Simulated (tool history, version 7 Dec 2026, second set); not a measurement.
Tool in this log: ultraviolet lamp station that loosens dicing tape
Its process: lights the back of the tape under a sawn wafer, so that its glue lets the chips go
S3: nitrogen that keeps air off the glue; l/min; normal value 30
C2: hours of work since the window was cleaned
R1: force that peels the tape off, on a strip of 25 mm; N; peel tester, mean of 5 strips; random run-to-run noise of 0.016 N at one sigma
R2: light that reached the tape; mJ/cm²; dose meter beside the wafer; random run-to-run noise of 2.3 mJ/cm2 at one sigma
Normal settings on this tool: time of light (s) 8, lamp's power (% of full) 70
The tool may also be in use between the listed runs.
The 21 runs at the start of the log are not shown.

{"run": 22, "hour": 533.0, "time of light (s)": 6, "lamp's power (% of full)": 70, "S3": 24, "hours of work of the lamp": 867, "C2": 99, "R1": 2.555, "R2": 110}
{"run": 23, "hour": 556.7, "time of light (s)": 6, "lamp's power (% of full)": 65, "S3": 11, "hours of work of the lamp": 886, "C2": 117, "R1": 3.584, "R2": 101}
{"run": 24, "hour": 572.4, "time of light (s)": 15, "lamp's power (% of full)": 68, "S3": 13, "hours of work of the lamp": 898, "C2": 129, "R1": 0.858, "R2": 267}
{"run": 25, "hour": 588.9, "time of light (s)": 13, "lamp's power (% of full)": 66, "S3": 20, "hours of work of the lamp": 910, "C2": 142, "R1": 0.95, "R2": 222}
{"hour": 614.8, "done": "window cleaned of glue's vapour, once more"}
{"run": 26, "hour": 623.0, "time of light (s)": 13, "lamp's power (% of full)": 66, "S3": 20, "hours of work of the lamp": 936, "C2": 6, "R1": 0.69, "R2": 266}
{"run": 27, "hour": 646.4, "time of light (s)": 5, "lamp's power (% of full)": 100, "S3": 13, "hours of work of the lamp": 954, "C2": 24, "R1": 2.19, "R2": 155}
{"run": 28, "hour": 669.9, "time of light (s)": 5, "lamp's power (% of full)": 75, "S3": 9, "hours of work of the lamp": 972, "C2": 42, "R1": 3.44, "R2": 112}
{"run": 29, "hour": 704.5, "time of light (s)": 14, "lamp's power (% of full)": 88, "S3": 10, "hours of work of the lamp": 999, "C2": 69, "R1": 0.553, "R2": 371}
{"run": 30, "hour": 720.1, "time of light (s)": 8, "lamp's power (% of full)": 95, "S3": 16, "hours of work of the lamp": 1011, "C2": 81, "R1": 1.074, "R2": 221}
{"run": 31, "hour": 741.2, "time of light (s)": 16, "lamp's power (% of full)": 60, "S3": 20, "hours of work of the lamp": 1027, "C2": 97, "R1": 0.61, "R2": 282}
{"run": 32, "hour": 776.2, "time of light (s)": 16, "lamp's power (% of full)": 60, "S3": 20, "hours of work of the lamp": 1054, "C2": 124, "R1": 0.63, "R2": 282}

3 options for the next run, each taken on its own from the tool as it stands now. Forecast them:
{"run": "A", "hour": 797.1, "time of light (s)": 7, "lamp's power (% of full)": 91, "S3": 32, "hours of work of the lamp": 1070, "C2": 140, "R1": "?", "R2": "?"}
{"run": "B", "hour": 797.1, "time of light (s)": 9, "lamp's power (% of full)": 68, "S3": 30, "hours of work of the lamp": 1070, "C2": 140, "R1": "?", "R2": "?"}
{"run": "C", "hour": 797.1, "time of light (s)": 6, "lamp's power (% of full)": 70, "S3": 24, "hours of work of the lamp": 1070, "C2": 140, "R1": "?", "R2": "?"}

run=A R1=1.095 R2=181
run=B R1=1.266 R2=175
run=C R1=2.327 R2=117
Had the tool no hidden state, the same runs would have come out as:
run=A R1=0.533 R2=259
run=B R1=0.636 R2=249
run=C R1=1.388 R2=168
